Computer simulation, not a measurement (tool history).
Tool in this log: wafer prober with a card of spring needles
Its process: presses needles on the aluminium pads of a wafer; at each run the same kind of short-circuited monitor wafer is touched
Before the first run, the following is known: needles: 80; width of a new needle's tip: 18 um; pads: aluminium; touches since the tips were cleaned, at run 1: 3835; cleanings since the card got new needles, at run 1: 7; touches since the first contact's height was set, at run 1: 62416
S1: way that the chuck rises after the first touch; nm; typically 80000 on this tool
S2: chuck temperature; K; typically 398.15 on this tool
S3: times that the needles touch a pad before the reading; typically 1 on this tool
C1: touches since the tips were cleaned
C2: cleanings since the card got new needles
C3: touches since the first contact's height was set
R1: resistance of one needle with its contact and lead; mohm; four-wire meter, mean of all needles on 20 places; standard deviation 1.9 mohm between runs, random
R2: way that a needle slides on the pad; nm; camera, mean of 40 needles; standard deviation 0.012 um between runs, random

run   hour     S1      S2  S3    C1  C2     C3   R1     R2
  1      0  80000  398.15   1  3835   7  62416  285  20640
  2    7.3  85000  398.15   1  5251   7  63832  285  21940
  3   13.7  85000  398.15   1  6484   7  65065  285  21960
      17.2  -- tips cleaned on abrasive film
  4     23  80000  398.15   1  1127   8  66860  287  20680
  5   35.4  80000  396.15   1  3520   8  69253  287  20670
  6   46.2  80000  398.15   1  5619   8  71352  284  20660
      54.4  -- tips cleaned on abrasive film
  7   58.4  80000  320.15   1   771   9  73703  267  20650
  8   63.4  80000  320.15   1  1745   9  74677  265  20660
  9   72.8  80000  320.15   1  3564   9  76496  266  20640
 10   81.3  80000  320.15   1  5211   9  78143  268  20670
 11   90.3  80000  320.15   1  6967   9  79899  267  20670
      91.4  -- tips cleaned on abrasive film
 12   96.6  80000  340.15   1  1013  10  81101  271  20670
 13  106.1  80000  398.15   1  2850  10  82938  288  20650
 14  115.3  80000  398.15   1  4630  10  84718  289  20660
 15  123.8  80000  398.15   1  6275  10  86363  288  20680
     129.3  -- tips cleaned on abrasive film
 16    132  80000  398.15   1   532  11  87940  286  20680
 17  138.2  80000  398.15   1  1727  11  89135  284  20670
 18  146.6  80000  398.15   1  3366  11  90774  287  20660
 19  154.8  80000  398.15   1  4955  11  92363  288  20670
 20  164.9  71000  398.15   1  6907  11  94315  288  18340
     166.6  -- tips cleaned on abrasive film
     172.3  -- height of the first contact set anew
 21  177.1  97000  398.15   1  1985  12    929  290  25040
 22  188.8  66000  322.15   1  4246  12   3190  266  17040
 23  194.6  67000  398.15   2  5376  12   4320  290  17310
 24    201  62000  298.15   1  6612  12   5556  260  16030
       204  -- tips cleaned on abrasive film
 25    207  62000  298.15   1   580  13   6696  258  16000
 26  216.6  62000  313.15   3  2450  13   8566  264  16030
 27    223  80000  305.15   1  3692  13   9808  262  20670
 28  230.9  80000  308.15   3  5229  13  11345  260  20680
 29  236.6  70000  334.15   1  6322  13  12438  268  18080
     241.8  -- tips cleaned on abrasive film
 30    247  95000  396.15   1  1019  14  14442  286  24540
 31  258.5  67000  398.15   1  3250  14  16673  291  17300
 32  264.2  67000  398.15   1  4351  14  17774  292  17310
 33    270  96000  335.15   2  5472  14  18895  270  24820
     279.4  -- tips cleaned on abrasive film
 34    281  96000  335.15   2   304  15  21012  267  24800

3 options for the next run, each taken on its own from the tool as it stands now. Forecast them:
  A   287  96000  335.15   1  1476  15  22184   ?   ?
  B   287  62000  335.15   2  1476  15  22184   ?   ?
  C   287  84000  299.15   1  1476  15  22184   ?   ?

run   R1     R2
  A  269  24800
  B  271  16030
  C  261  21720
The same runs, with their run-to-run variation unchanged, on a tool lacking any hidden condition would have given:
run   R1     R2
  A  269  24810
  B  271  16030
  C  261  21730
